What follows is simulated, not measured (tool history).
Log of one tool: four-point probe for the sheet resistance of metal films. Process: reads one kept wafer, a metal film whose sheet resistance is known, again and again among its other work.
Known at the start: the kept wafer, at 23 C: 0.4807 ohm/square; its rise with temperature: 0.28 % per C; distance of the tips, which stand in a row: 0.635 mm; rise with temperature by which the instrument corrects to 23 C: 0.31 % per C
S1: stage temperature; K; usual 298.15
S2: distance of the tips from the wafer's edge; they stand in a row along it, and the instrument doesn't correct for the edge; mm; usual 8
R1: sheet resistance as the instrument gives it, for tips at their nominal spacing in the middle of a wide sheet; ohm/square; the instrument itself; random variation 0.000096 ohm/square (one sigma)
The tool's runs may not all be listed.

{"run": 1, "hour": 0.0, "S1": 298.15, "S2": 8, "R1": 0.479028}
{"run": 2, "hour": 90.6, "S1": 298.15, "S2": 8, "R1": 0.478867}
{"run": 3, "hour": 153.5, "S1": 298.15, "S2": 4, "R1": 0.483442}
{"run": 4, "hour": 263.8, "S1": 298.15, "S2": 4, "R1": 0.482994}
{"run": 5, "hour": 367.8, "S1": 298.15, "S2": 4, "R1": 0.482786}
{"run": 6, "hour": 485.1, "S1": 296.15, "S2": 8, "R1": 0.478081}
{"run": 7, "hour": 602.1, "S1": 296.15, "S2": 8, "R1": 0.477674}
{"run": 8, "hour": 665.0, "S1": 298.15, "S2": 8, "R1": 0.47725}
{"run": 9, "hour": 731.7, "S1": 298.15, "S2": 4, "R1": 0.481749}
{"run": 10, "hour": 832.8, "S1": 298.15, "S2": 4, "R1": 0.481621}
{"run": 11, "hour": 910.0, "S1": 298.15, "S2": 4, "R1": 0.481475}
{"run": 12, "hour": 994.6, "S1": 304.15, "S2": 35, "R1": 0.473899}
{"run": 13, "hour": 1056.4, "S1": 304.15, "S2": 7, "R1": 0.475773}
{"run": 14, "hour": 1112.5, "S1": 301.15, "S2": 9, "R1": 0.475207}
{"hour": 1125.0, "done": "new probe head fitted"}
{"run": 15, "hour": 1206.5, "S1": 294.15, "S2": 5, "R1": 0.484061}
{"run": 16, "hour": 1269.2, "S1": 297.15, "S2": 8, "R1": 0.481033}
{"run": 17, "hour": 1362.3, "S1": 300.15, "S2": 8, "R1": 0.480393}
{"run": 18, "hour": 1476.9, "S1": 298.15, "S2": 4, "R1": 0.485253}
{"run": 19, "hour": 1589.8, "S1": 298.15, "S2": 4, "R1": 0.484795}
{"run": 20, "hour": 1708.5, "S1": 308.15, "S2": 6, "R1": 0.479546}

Some steps in R1 between neighbouring runs. How much of each would the tool show without its hidden state too (settings, what came in, random variation), and how much is left for the hidden state, with any gauge scatter that isn't in both results?
The hidden state here: inner tips' distance over the nominal, %; tips' flats over new ones', %; wafer's true temperature over the reading, C; drift of the gauge itself on sheet_ohm, %.
Run 3 -> 4: no setting changed, nothing entered. R1 -0.000448 ohm/square: hidden state -0.000331, all else -0.000117.
Run 11 -> 12: S1 298.15 -> 304.15, S2 4 -> 35. R1 -0.007576 ohm/square: hidden state -0.000149, all else -0.007427.
Run 14 -> 15: S1 301.15 -> 294.15, S2 9 -> 5, new probe head fitted. R1 +0.008854 ohm/square: hidden state +0.005007, all else +0.003847.
